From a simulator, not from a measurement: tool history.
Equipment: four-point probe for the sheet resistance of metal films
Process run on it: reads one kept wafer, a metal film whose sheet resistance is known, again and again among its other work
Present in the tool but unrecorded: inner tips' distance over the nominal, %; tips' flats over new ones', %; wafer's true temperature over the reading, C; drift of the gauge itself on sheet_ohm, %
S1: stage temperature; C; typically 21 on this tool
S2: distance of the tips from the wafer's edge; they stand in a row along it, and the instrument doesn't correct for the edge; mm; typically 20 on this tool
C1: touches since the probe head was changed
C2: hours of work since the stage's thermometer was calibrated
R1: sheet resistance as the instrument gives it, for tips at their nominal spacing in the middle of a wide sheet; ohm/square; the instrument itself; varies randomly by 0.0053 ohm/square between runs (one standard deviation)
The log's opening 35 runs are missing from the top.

run	hour	S1	S2	C1	C2	R1
36	3291.6	21	5	5229	1684	27.385441
37	3353.2	21	5	6309	1717	27.387636
38	3444	24	4	7902	1765	27.895706
# hour 3455.9: stage's thermometer calibrated
39	3554	24	4	9821	52	27.90389
40	3640.9	22	10	11346	98	26.739913
41	3737.3	19	6	13035	148	27.106056
42	3818.5	19	6	14460	191	27.120293
43	3888.3	21	10	15683	228	26.732637
44	3978.9	21	10	17273	276	26.736592
45	4070.3	29	22	18876	324	26.640598
46	4179.7	31	22	20794	382	26.656836

Each row is a separate what-if for the run after 46, all from the same tool condition, not one after another. Results?
A	4301.3	22	9	22926	446	?
B	4301.3	21	18	22926	446	?
C	4301.3	32	20	22926	446	?

run	R1
A	26.789251
B	26.573816
C	26.676294
Stripped of hidden state, with their random variation kept, the same runs would have yielded:
run	R1
A	26.791272
B	26.575823
C	26.678306

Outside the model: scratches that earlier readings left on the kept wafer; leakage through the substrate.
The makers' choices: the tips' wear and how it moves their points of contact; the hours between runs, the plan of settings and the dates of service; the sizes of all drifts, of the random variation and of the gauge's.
